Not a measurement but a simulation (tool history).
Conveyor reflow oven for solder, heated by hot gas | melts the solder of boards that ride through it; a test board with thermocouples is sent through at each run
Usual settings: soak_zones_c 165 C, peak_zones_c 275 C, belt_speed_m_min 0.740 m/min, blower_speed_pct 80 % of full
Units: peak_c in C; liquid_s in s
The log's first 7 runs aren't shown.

| run | day | soak_zones_c | peak_zones_c | belt_speed_m_min | blower_speed_pct | peak_c | liquid_s |
|---|---|---|---|---|---|---|---|
| 8 | 2.712 | 165 | 275 | 0.740 | 71 | 252.4 | 45.6 |
| 9 | 3.100 | 165 | 275 | 0.740 | 71 | 253.1 | 45.2 |
| 10 | 3.671 | 165 | 275 | 0.740 | 71 | 252.0 | 45.6 |
| 11 | 4.079 | 165 | 275 | 0.740 | 71 | 252.4 | 45.2 |
| 12 | 4.408 | 165 | 267 | 0.740 | 80 | 247.4 | 42.4 |
| 13 | 4.708 | 165 | 275 | 0.740 | 80 | 253.6 | 47.0 |
| 14 | 5.012 | 175 | 275 | 0.740 | 80 | 255.7 | 51.5 |
| 15 | 5.350 | 165 | 275 | 0.740 | 80 | 253.9 | 47.4 |
| 16 | 5.871 | 162 | 280 | 0.740 | 80 | 257.3 | 47.9 |
| 17 | 6.338 | 165 | 288 | 0.617 | 80 | 271.2 | 67.7 |
|  | 6.808 | flux residue cleaned out of gas plates and filters |
| 18 | 6.975 | 164 | 274 | 0.887 | 69 | 248.6 | 34.9 |
| 19 | 7.438 | 164 | 274 | 0.887 | 69 | 248.3 | 35.0 |
| 20 | 7.846 | 164 | 281 | 0.635 | 74 | 268.5 | 64.3 |
| 21 | 8.271 | 164 | 281 | 0.635 | 74 | 268.4 | 64.3 |
| 22 | 8.829 | 176 | 283 | 0.647 | 72 | 270.4 | 67.2 |
| 23 | 9.254 | 176 | 275 | 0.767 | 61 | 254.3 | 48.6 |
| 24 | 9.512 | 176 | 275 | 0.767 | 61 | 253.7 | 48.7 |
| 25 | 9.979 | 167 | 284 | 0.771 | 74 | 263.9 | 51.5 |

Forecast run 26:
| 26 | 10.362 | 167 | 273 | 0.771 | 74 | ? | ? |

{"run 26": {"peak_c": 254.5, "liquid_s": 46.3}}
Without the tool's hidden state the same run would have given peak_c 254.4 C, liquid_s 45.6 s.

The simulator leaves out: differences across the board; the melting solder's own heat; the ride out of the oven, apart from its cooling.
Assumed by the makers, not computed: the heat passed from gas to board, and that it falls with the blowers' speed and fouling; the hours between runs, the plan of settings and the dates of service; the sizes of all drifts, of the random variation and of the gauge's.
